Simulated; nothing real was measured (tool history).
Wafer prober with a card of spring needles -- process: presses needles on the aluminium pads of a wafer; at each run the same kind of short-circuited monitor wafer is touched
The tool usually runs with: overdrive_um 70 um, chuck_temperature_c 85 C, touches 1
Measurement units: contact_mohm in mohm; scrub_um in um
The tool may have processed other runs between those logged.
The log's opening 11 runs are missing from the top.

{"hour": 169.6, "done": "tips cleaned on abrasive film"}
{"run": 12, "hour": 176.5, "overdrive_um": 70, "chuck_temperature_c": 85, "touches": 1, "contact_mohm": 230, "scrub_um": 9.7}
{"hour": 186.3, "done": "tips cleaned on abrasive film"}
{"hour": 202.4, "done": "tips cleaned on abrasive film"}
{"run": 13, "hour": 202.4, "overdrive_um": 70, "chuck_temperature_c": 85, "touches": 1, "contact_mohm": 202, "scrub_um": 9.77}
{"hour": 218.8, "done": "tips cleaned on abrasive film"}
{"run": 14, "hour": 220.9, "overdrive_um": 70, "chuck_temperature_c": 85, "touches": 3, "contact_mohm": 204, "scrub_um": 9.71}
{"hour": 235.0, "done": "tips cleaned on abrasive film"}
{"run": 15, "hour": 242.6, "overdrive_um": 70, "chuck_temperature_c": 85, "touches": 2, "contact_mohm": 218, "scrub_um": 9.68}
{"hour": 251.9, "done": "tips cleaned on abrasive film"}
{"run": 16, "hour": 267.6, "overdrive_um": 70, "chuck_temperature_c": 85, "touches": 2, "contact_mohm": 236, "scrub_um": 9.63}
{"hour": 269.0, "done": "tips cleaned on abrasive film"}
{"hour": 285.8, "done": "tips cleaned on abrasive film"}
{"run": 17, "hour": 286.8, "overdrive_um": 50, "chuck_temperature_c": 85, "touches": 2, "contact_mohm": 219, "scrub_um": 6.73}
{"hour": 293.2, "done": "height of the first contact set anew"}
{"run": 18, "hour": 297.6, "overdrive_um": 50, "chuck_temperature_c": 85, "touches": 2, "contact_mohm": 266, "scrub_um": 7.33}
{"hour": 302.2, "done": "tips cleaned on abrasive film"}
{"hour": 318.1, "done": "tips cleaned on abrasive film"}
{"run": 19, "hour": 318.1, "overdrive_um": 50, "chuck_temperature_c": 85, "touches": 2, "contact_mohm": 211, "scrub_um": 7.29}
{"hour": 334.8, "done": "tips cleaned on abrasive film"}
{"run": 20, "hour": 343.6, "overdrive_um": 57, "chuck_temperature_c": 85, "touches": 3, "contact_mohm": 224, "scrub_um": 8.34}
{"hour": 351.5, "done": "tips cleaned on abrasive film"}
{"hour": 369.0, "done": "tips cleaned on abrasive film"}
{"run": 21, "hour": 369.3, "overdrive_um": 84, "chuck_temperature_c": 82, "touches": 2, "contact_mohm": 190, "scrub_um": 12.27}
{"run": 22, "hour": 381.9, "overdrive_um": 84, "chuck_temperature_c": 82, "touches": 2, "contact_mohm": 214, "scrub_um": 12.29}
{"hour": 386.2, "done": "tips cleaned on abrasive film"}
{"hour": 404.3, "done": "tips cleaned on abrasive film"}
{"run": 23, "hour": 407.7, "overdrive_um": 77, "chuck_temperature_c": 27, "touches": 2, "contact_mohm": 187, "scrub_um": 11.17}
{"hour": 420.2, "done": "tips cleaned on abrasive film"}
{"run": 24, "hour": 420.2, "overdrive_um": 77, "chuck_temperature_c": 27, "touches": 2, "contact_mohm": 178, "scrub_um": 11.18}
{"hour": 437.7, "done": "tips cleaned on abrasive film"}
{"run": 25, "hour": 443.4, "overdrive_um": 52, "chuck_temperature_c": 44, "touches": 2, "contact_mohm": 228, "scrub_um": 7.49}
{"hour": 454.5, "done": "tips cleaned on abrasive film"}
{"run": 26, "hour": 466.4, "overdrive_um": 52, "chuck_temperature_c": 44, "touches": 2, "contact_mohm": 251, "scrub_um": 7.48}
{"hour": 471.6, "done": "tips cleaned on abrasive film"}
{"run": 27, "hour": 482.1, "overdrive_um": 88, "chuck_temperature_c": 37, "touches": 2, "contact_mohm": 200, "scrub_um": 12.72}
{"hour": 488.6, "done": "tips cleaned on abrasive film"}
{"run": 28, "hour": 495.5, "overdrive_um": 88, "chuck_temperature_c": 37, "touches": 2, "contact_mohm": 189, "scrub_um": 12.76}
{"hour": 505.3, "done": "tips cleaned on abrasive film"}
{"run": 29, "hour": 507.3, "overdrive_um": 77, "chuck_temperature_c": 122, "touches": 1, "contact_mohm": 211, "scrub_um": 11.13}
{"hour": 521.3, "done": "tips cleaned on abrasive film"}
{"run": 30, "hour": 525.4, "overdrive_um": 70, "chuck_temperature_c": 85, "touches": 1, "contact_mohm": 227, "scrub_um": 10.06}
{"hour": 537.4, "done": "tips cleaned on abrasive film"}
{"run": 31, "hour": 541.4, "overdrive_um": 65, "chuck_temperature_c": 97, "touches": 1, "contact_mohm": 230, "scrub_um": 9.3}
{"hour": 555.0, "done": "tips cleaned on abrasive film"}
{"run": 32, "hour": 562.0, "overdrive_um": 79, "chuck_temperature_c": 73, "touches": 1, "contact_mohm": 220, "scrub_um": 11.33}

Each row is a separate what-if for the run after 32, all from the same tool condition, not one after another. Results?
{"hour": 571.6, "done": "tips cleaned on abrasive film"}
{"run": "A", "hour": 585.6, "overdrive_um": 55, "chuck_temperature_c": 101, "touches": 1, "contact_mohm": "?", "scrub_um": "?"}
{"hour": 571.6, "done": "tips cleaned on abrasive film"}
{"run": "B", "hour": 585.6, "overdrive_um": 70, "chuck_temperature_c": 79, "touches": 2, "contact_mohm": "?", "scrub_um": "?"}
{"hour": 571.6, "done": "tips cleaned on abrasive film"}
{"run": "C", "hour": 585.6, "overdrive_um": 79, "chuck_temperature_c": 45, "touches": 1, "contact_mohm": "?", "scrub_um": "?"}
{"hour": 571.6, "done": "tips cleaned on abrasive film"}
{"run": "D", "hour": 585.6, "overdrive_um": 70, "chuck_temperature_c": 59, "touches": 1, "contact_mohm": "?", "scrub_um": "?"}

run=A contact_mohm=297 scrub_um=7.77
run=B contact_mohm=231 scrub_um=10.06
run=C contact_mohm=235 scrub_um=11.41
run=D contact_mohm=256 scrub_um=10.01
Without the tool's hidden state the same runs would have given:
run=A contact_mohm=200 scrub_um=8
run=B contact_mohm=191 scrub_um=10.29
run=C contact_mohm=181 scrub_um=11.64
run=D contact_mohm=189 scrub_um=10.24
